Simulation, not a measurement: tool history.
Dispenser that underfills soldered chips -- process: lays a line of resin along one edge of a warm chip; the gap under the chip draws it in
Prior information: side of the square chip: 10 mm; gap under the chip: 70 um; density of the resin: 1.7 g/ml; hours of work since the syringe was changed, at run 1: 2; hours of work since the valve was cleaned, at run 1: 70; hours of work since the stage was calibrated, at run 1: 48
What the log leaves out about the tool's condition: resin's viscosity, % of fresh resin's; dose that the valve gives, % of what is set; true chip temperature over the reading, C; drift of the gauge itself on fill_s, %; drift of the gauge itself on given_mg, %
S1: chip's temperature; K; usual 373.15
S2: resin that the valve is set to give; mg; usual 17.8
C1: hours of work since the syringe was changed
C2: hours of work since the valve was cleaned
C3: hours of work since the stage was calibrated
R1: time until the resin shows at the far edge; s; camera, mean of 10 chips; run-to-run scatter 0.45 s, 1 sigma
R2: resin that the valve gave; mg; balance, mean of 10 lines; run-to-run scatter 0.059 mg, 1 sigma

| run | hour | S1 | S2 | C1 | C2 | C3 | R1 | R2 |
|---|---|---|---|---|---|---|---|---|
| 1 | 0 | 373.15 | 17.8 | 2 | 70 | 48 | 36.4 | 16.95 |
| 2 | 4.2 | 373.15 | 17.8 | 5 | 73 | 51 | 43.1 | 17.08 |
|  | 6.4 | new syringe of resin |
| 3 | 8.2 | 370.15 | 17.8 | 1 | 76 | 54 | 38.7 | 16.84 |
| 4 | 11.3 | 370.15 | 17.8 | 4 | 79 | 56 | 42.4 | 16.84 |
| 5 | 13.6 | 370.15 | 17.8 | 6 | 81 | 58 | 47.7 | 16.91 |
|  | 14.8 | new syringe of resin |
| 6 | 15.9 | 373.15 | 17.8 | 1 | 82 | 60 | 35.9 | 16.9 |
| 7 | 20.1 | 373.15 | 17.8 | 4 | 85 | 63 | 41.7 | 16.82 |
|  | 23.1 | new syringe of resin |
| 8 | 24.4 | 373.15 | 17.8 | 1 | 89 | 66 | 35.7 | 16.8 |
| 9 | 27.2 | 373.15 | 17.8 | 3 | 91 | 68 | 40.3 | 16.77 |
| 10 | 30.2 | 377.15 | 17.8 | 6 | 93 | 71 | 39.9 | 16.92 |
|  | 31.4 | new syringe of resin |
|  | 32.7 | dispensing valve cleaned and set on the balance |
| 11 | 34.6 | 360.15 | 17.8 | 2 | 1 | 73 | 51 | 17.79 |
| 12 | 37.3 | 360.15 | 21 | 4 | 4 | 75 | 56.2 | 21.01 |
| 13 | 39.6 | 360.15 | 21 | 6 | 5 | 77 | 62.1 | 20.98 |
|  | 40.7 | new syringe of resin |
| 14 | 43.1 | 369.15 | 21 | 2 | 8 | 80 | 39.9 | 20.91 |
| 15 | 47.1 | 369.15 | 21 | 5 | 11 | 83 | 46.9 | 20.82 |
|  | 48.9 | new syringe of resin |
| 16 | 51.8 | 369.15 | 21 | 2 | 14 | 86 | 41.5 | 20.85 |
| 17 | 53.7 | 368.15 | 21 | 4 | 16 | 88 | 45.6 | 20.81 |
|  | 57.2 | new syringe of resin |
| 18 | 57.2 | 373.15 | 17.8 | 0 | 19 | 90 | 34.2 | 17.57 |
| 19 | 59.4 | 366.15 | 19.1 | 2 | 20 | 92 | 43.2 | 18.92 |
| 20 | 61.6 | 373.15 | 16.4 | 3 | 22 | 94 | 40.6 | 16.13 |
|  | 65.4 | new syringe of resin |
| 21 | 65.4 | 372.15 | 16 | 0 | 25 | 96 | 35.5 | 15.71 |
| 22 | 67.8 | 388.15 | 15.5 | 2 | 27 | 98 | 26 | 15.25 |
| 23 | 71.4 | 375.15 | 19.1 | 5 | 29 | 101 | 39.7 | 18.7 |
|  | 73.7 | new syringe of resin |
| 24 | 74.3 | 383.15 | 18.3 | 1 | 31 | 103 | 27 | 17.98 |
| 25 | 77.2 | 358.15 | 18 | 3 | 34 | 105 | 57.3 | 17.68 |
| 26 | 79.6 | 362.15 | 15.2 | 5 | 36 | 107 | 59.1 | 14.88 |
|  | 81.8 | new syringe of resin |
| 27 | 84.4 | 382.15 | 20 | 2 | 39 | 111 | 28.6 | 19.55 |
| 28 | 88.9 | 382.15 | 22.4 | 5 | 43 | 114 | 34.2 | 21.81 |
|  | 90.3 | new syringe of resin |
| 29 | 91.4 | 376.15 | 15.6 | 1 | 44 | 116 | 32.7 | 15.33 |
| 30 | 95 | 383.15 | 21.1 | 4 | 47 | 119 | 29.8 | 20.54 |
|  | 98.5 | new syringe of resin |
| 31 | 98.8 | 361.15 | 19.3 | 0 | 50 | 122 | 47 | 18.68 |
| 32 | 101.3 | 361.15 | 15.6 | 2 | 52 | 124 | 52.7 | 15.11 |
| 33 | 103.6 | 361.15 | 15.6 | 4 | 54 | 125 | 58.3 | 15.13 |
|  | 106.7 | new syringe of resin |
| 34 | 107.1 | 361.15 | 15.6 | 0 | 56 | 128 | 48.5 | 15.18 |
| 35 | 111.6 | 382.15 | 16.5 | 4 | 60 | 131 | 33.6 | 15.88 |

Here are 3 independent what-if runs from the current tool condition. What would each one return?
|  | 115 | new syringe of resin |
| A | 115 | 370.15 | 21.4 | 0 | 62 | 134 | ? | ? |
|  | 115 | new syringe of resin |
| B | 115 | 382.15 | 20.9 | 0 | 62 | 134 | ? | ? |
|  | 115 | new syringe of resin |
| C | 115 | 361.15 | 16.8 | 0 | 62 | 134 | ? | ? |

| run | R1 | R2 |
|---|---|---|
| A | 35.1 | 20.66 |
| B | 25.8 | 20.16 |
| C | 46.2 | 16.18 |
Had the tool no hidden state, the same runs would have come out as:
| run | R1 | R2 |
|---|---|---|
| A | 34.8 | 21.43 |
| B | 25.6 | 20.92 |
| C | 45.5 | 16.79 |
